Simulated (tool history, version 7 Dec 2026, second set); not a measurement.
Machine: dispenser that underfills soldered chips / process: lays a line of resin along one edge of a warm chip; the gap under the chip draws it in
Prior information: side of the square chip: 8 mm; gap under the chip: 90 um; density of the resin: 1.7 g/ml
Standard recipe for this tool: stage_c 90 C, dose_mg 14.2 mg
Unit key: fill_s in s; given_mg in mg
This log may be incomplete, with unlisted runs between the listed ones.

run,hour,stage_c,dose_mg,fill_s,given_mg
1,0,90,14.2,73.9,13.15
2,3.4,90,14.2,32.1,13.17
3,7.8,90,14.2,43.4,13.07
4,12.2,77,14.2,86.6,12.98
5,15.7,90,14.2,72.2,13.04
6,20.2,90,14.2,33,13.02
7,24.9,90,14.2,44.8,12.9
8,29.5,79,14.2,79.5,14.31
9,33.2,79,14.2,102.2,14.28
10,38.2,79,14.2,48.3,14.16
11,41.4,79,14.2,61,14.15
12,45.2,90,14.2,54.1,14.12
13,47.3,90,14.6,62,14.5
14,50.2,90,14.6,74.4,14.49
15,54,90,14.6,33.2,14.43
16,57.7,97,14.6,34.1,14.42
17,62.2,90,14.2,57.3,13.94
18,66.6,90,14.2,78.7,13.97
19,70.7,90,14.2,33.5,13.86
20,74.2,90,14.2,43.6,13.78
21,78.3,90,14.2,56.7,13.82
22,83.1,82,16.8,97.8,16.32
23,88.1,82,16.8,46.9,16.38
24,92.9,82,16.8,63.6,16.24
25,95.5,91,12.9,59.6,12.51
26,100.6,93,12.6,26.9,12.15
27,104.4,90,18.5,36.7,17.85
28,108.2,96,14.4,38.6,13.78
29,111,96,14.4,47.8,13.75
30,114.2,96,14.4,59.1,13.79
31,117.6,88,13.3,34,12.72
32,121.3,77,13.8,59.5,13.02
33,123.9,88,14.3,49.8,13.41
34,128.2,100,13.3,46.2,12.49
35,131.3,86,18,82.5,17.02
36,133.7,95,16.1,25.2,15.07

Put back what was entered between runs (10 entries, withheld): which listed runs does each sit between, and how does the hidden state differ from the listed run before to the listed run after?
After run 1, before run 2: new syringe of resin (hour 2.3)
  resin's viscosity, % of fresh resin's: 251 -> 106.2; dose that the valve gives, % of what is set: 92.42 -> 92.25; true chip temperature over the reading, C: 0.25 -> 0.26
  what was measured, less what the result would be without the hidden state, fill_s: +44.9 -> +2.1 s; given_mg: -1.07 -> -1.1 mg
After run 5, before run 6: new syringe of resin (hour 18.4)
  resin's viscosity, % of fresh resin's: 239.3 -> 112.3; dose that the valve gives, % of what is set: 91.5 -> 91.26; true chip temperature over the reading, C: 0.32 -> 0.34
  what was measured, less what the result would be without the hidden state, fill_s: +42.2 -> +3.9 s; given_mg: -1.21 -> -1.25 mg
After run 7, before run 8: dispensing valve cleaned and set on the balance (hour 29.5)
  resin's viscosity, % of fresh resin's: 153.5 -> 194.9; dose that the valve gives, % of what is set: 90.97 -> 100.28; true chip temperature over the reading, C: 0.36 -> 0.38
  what was measured, less what the result would be without the hidden state, fill_s: +15.9 -> +38.4 s; given_mg: -1.29 -> +0.04 mg
After run 9, before run 10: new syringe of resin (hour 35.7)
  resin's viscosity, % of fresh resin's: 248.9 -> 118.7; dose that the valve gives, % of what is set: 100.07 -> 99.79; true chip temperature over the reading, C: 0.4 -> 0.42
  what was measured, less what the result would be without the hidden state, fill_s: +60.3 -> +7.1 s; given_mg: +0.01 -> -0.03 mg
After run 14, before run 15: new syringe of resin (hour 51.8)
  resin's viscosity, % of fresh resin's: 262.3 -> 116.4; dose that the valve gives, % of what is set: 99.09 -> 98.89; true chip temperature over the reading, C: 0.48 -> 0.5
  what was measured, less what the result would be without the hidden state, fill_s: +45.5 -> +4.3 s; given_mg: -0.13 -> -0.17 mg
After run 18, before run 19: new syringe of resin (hour 67.8)
  resin's viscosity, % of fresh resin's: 267.4 -> 119.7; dose that the valve gives, % of what is set: 98.13 -> 97.9; true chip temperature over the reading, C: 0.56 -> 0.58
  what was measured, less what the result would be without the hidden state, fill_s: +48.6 -> +5.2 s; given_mg: -0.26 -> -0.3 mg
After run 22, before run 23: new syringe of resin (hour 84.1)
  resin's viscosity, % of fresh resin's: 271.7 -> 129.3; dose that the valve gives, % of what is set: 97.19 -> 96.91; true chip temperature over the reading, C: 0.64 -> 0.66
  what was measured, less what the result would be without the hidden state, fill_s: +61.2 -> +9.9 s; given_mg: -0.47 -> -0.52 mg
After run 25, before run 26: new syringe of resin (hour 100.4)
  resin's viscosity, % of fresh resin's: 210.3 -> 100.5; dose that the valve gives, % of what is set: 96.47 -> 96.17; true chip temperature over the reading, C: 0.69 -> 0.72
  what was measured, less what the result would be without the hidden state, fill_s: +30.8 -> -0.1 s; given_mg: -0.45 -> -0.48 mg
After run 30, before run 31: new syringe of resin (hour 116.6)
  resin's viscosity, % of fresh resin's: 246.7 -> 107.4; dose that the valve gives, % of what is set: 95.32 -> 95.11; true chip temperature over the reading, C: 0.78 -> 0.8
  what was measured, less what the result would be without the hidden state, fill_s: +34.7 -> +2 s; given_mg: -0.67 -> -0.65 mg
After run 35, before run 36: new syringe of resin (hour 132.8)
  resin's viscosity, % of fresh resin's: 264.8 -> 104.2; dose that the valve gives, % of what is set: 94.3 -> 94.18; true chip temperature over the reading, C: 0.86 -> 0.87
  what was measured, less what the result would be without the hidden state, fill_s: +50.6 -> +0.5 s; given_mg: -1.03 -> -0.93 mg
